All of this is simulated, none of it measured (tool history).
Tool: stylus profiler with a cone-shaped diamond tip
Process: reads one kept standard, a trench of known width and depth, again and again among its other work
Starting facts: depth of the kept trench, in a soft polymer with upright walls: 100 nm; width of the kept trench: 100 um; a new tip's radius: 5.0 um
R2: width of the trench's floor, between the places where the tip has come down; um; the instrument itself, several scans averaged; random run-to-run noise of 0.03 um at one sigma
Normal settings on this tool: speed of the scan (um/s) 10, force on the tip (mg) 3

run 1 hour=0 | speed_of_the_scan_(um/s)=10 force_on_the_tip_(mg)=3 | depth_of_the_trench_(Å)=1016.1 R2=97.81
run 2 hour=69.2 | speed_of_the_scan_(um/s)=10 force_on_the_tip_(mg)=3 | depth_of_the_trench_(Å)=1016 R2=97.74
run 3 hour=141 | speed_of_the_scan_(um/s)=10 force_on_the_tip_(mg)=4.11 | depth_of_the_trench_(Å)=1021.8 R2=97.76
run 4 hour=240.5 | speed_of_the_scan_(um/s)=10 force_on_the_tip_(mg)=4.11 | depth_of_the_trench_(Å)=1020.7 R2=97.75
run 5 hour=309.2 | speed_of_the_scan_(um/s)=10 force_on_the_tip_(mg)=4.11 | depth_of_the_trench_(Å)=1020.8 R2=97.73
run 6 hour=386.6 | speed_of_the_scan_(um/s)=10 force_on_the_tip_(mg)=4.11 | depth_of_the_trench_(Å)=1020.7 R2=97.77
run 7 hour=430.1 | speed_of_the_scan_(um/s)=10 force_on_the_tip_(mg)=4.11 | depth_of_the_trench_(Å)=1021 R2=97.66
run 8 hour=512.4 | speed_of_the_scan_(um/s)=3 force_on_the_tip_(mg)=3 | depth_of_the_trench_(Å)=1015.6 R2=97.71
run 9 hour=597.9 | speed_of_the_scan_(um/s)=10 force_on_the_tip_(mg)=1.03 | depth_of_the_trench_(Å)=1006.2 R2=97.65
run 10 hour=673.7 | speed_of_the_scan_(um/s)=10 force_on_the_tip_(mg)=1.03 | depth_of_the_trench_(Å)=1004.7 R2=97.61
run 11 hour=765.9 | speed_of_the_scan_(um/s)=10 force_on_the_tip_(mg)=3 | depth_of_the_trench_(Å)=1014.7 R2=97.66
run 12 hour=836.3 | speed_of_the_scan_(um/s)=4 force_on_the_tip_(mg)=4.47 | depth_of_the_trench_(Å)=1020.5 R2=97.68
run 13 hour=929.1 | speed_of_the_scan_(um/s)=8 force_on_the_tip_(mg)=4.82 | depth_of_the_trench_(Å)=1022.1 R2=97.62
run 14 hour=999.5 | speed_of_the_scan_(um/s)=10 force_on_the_tip_(mg)=4.48 | depth_of_the_trench_(Å)=1021 R2=97.56
run 15 hour=1044.6 | speed_of_the_scan_(um/s)=12 force_on_the_tip_(mg)=1.82 | depth_of_the_trench_(Å)=1009.1 R2=97.58
run 16 hour=1133.4 | speed_of_the_scan_(um/s)=12 force_on_the_tip_(mg)=1.82 | depth_of_the_trench_(Å)=1009 R2=97.57
run 17 hour=1211.1 | speed_of_the_scan_(um/s)=12 force_on_the_tip_(mg)=1.82 | depth_of_the_trench_(Å)=1009.1 R2=97.55
run 18 hour=1307 | speed_of_the_scan_(um/s)=12 force_on_the_tip_(mg)=1.82 | depth_of_the_trench_(Å)=1008.6 R2=97.59
run 19 hour=1375.9 | speed_of_the_scan_(um/s)=39 force_on_the_tip_(mg)=4.18 | depth_of_the_trench_(Å)=1019.3 R2=97.51

Run 20 has not been measured yet. What should we expect?
-- hour=1450.3 height scale calibrated on a step standard
run 20 hour=1450.3 | speed_of_the_scan_(um/s)=10 force_on_the_tip_(mg)=7.64 | depth_of_the_trench_(Å)=? R2=?

{"run 20": {"depth of the trench (Å)": 1036.1, "R2": 97.55}}
The same run, on a tool lacking any hidden state, would have yielded depth of the trench (Å) 1035.9, R2 98.01 um.

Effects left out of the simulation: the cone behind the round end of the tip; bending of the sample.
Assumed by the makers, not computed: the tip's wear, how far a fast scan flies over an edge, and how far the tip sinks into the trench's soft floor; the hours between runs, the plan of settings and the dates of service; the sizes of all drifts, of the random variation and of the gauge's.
